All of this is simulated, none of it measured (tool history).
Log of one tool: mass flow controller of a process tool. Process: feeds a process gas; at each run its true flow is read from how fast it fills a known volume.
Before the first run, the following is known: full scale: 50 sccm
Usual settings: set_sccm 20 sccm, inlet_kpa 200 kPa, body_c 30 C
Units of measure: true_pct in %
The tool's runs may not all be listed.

run      day  set_sccm  inlet_kpa  body_c  true_pct
  1        0        20        200      30     99.32
  2    6.329         6        200      30    101.09
  3   13.358         6        200      30    101.34
  4   19.467        20        200      30     99.56
  5   26.592        20        200      30      99.5
  6   30.546        20        200      30     99.55
  7   37.008        20        200      30     99.68
  8   40.504        20        200      30      99.7
  9   44.067        20        200      30     99.59
 10   49.675        20        200      30      99.8
 11   53.554        21        200      30     99.66
 12   57.062        20        200      30     99.65
 13   65.008        20        200      22    100.29
 14   72.458        20        200      22    100.46
 15   77.796        20        200      30     99.91
 16   84.429        20        200      30    100.08
 17   91.829        20        200      33     99.95
 18  100.371        20        200      30    100.26
 19  105.017        20        246      30    100.44
 20  113.567        20        246      30    100.65
 21  120.846        20        246      30    100.56
 22  125.358        20        246      30    100.53
 23  131.821        43        200      30    100.95
 24  135.833        43        200      30    101.09
 25  140.029        15        200      21    101.38
 26  146.708        23        200      30    100.36
 27  152.492        23        200      30     100.6
 28  156.375        20        216      31    100.67
 29  161.462        20        216      31    100.67
 30  165.108        12        216      29    101.54
 31  169.433        12        229      20    102.49
 32  176.575        20        200      21    101.32
 33  184.767         7        172      21    104.33
 34  191.338         7        172      23    104.38
 35  198.829        28        227      27    101.42
 36  203.229        20        206      22    101.54
 37  206.958        19        252      29    101.56
 38  214.838        45        156      35    100.85
 39  223.371        19        178      37    100.36
 40  229.817        19        178      37    100.52
     232.529  -- controller's zero set anew
 41  234.862         6        173      37     97.57
 42  243.204        20        147      30     98.53
 43  250.538        22        250      30     99.66
 44  255.138        31        250      35     99.63

Alternative continuations, all from the tool just after run 44; predict every row:
  A  260.383        20        201      30         ?
  B  260.383        23        166      20         ?
  C  260.383        31        279      35         ?
  D  260.383        12        203      28         ?
  E  260.383        31        196      35         ?

run  true_pct
  A     99.05
  B     99.57
  C     99.98
  D     98.87
  E     99.38
Take away the tool's hidden state, keep each run's random variation, and the runs would have read:
run  true_pct
  A     97.47
  B     98.02
  C     98.49
  D      97.1
  E     97.89
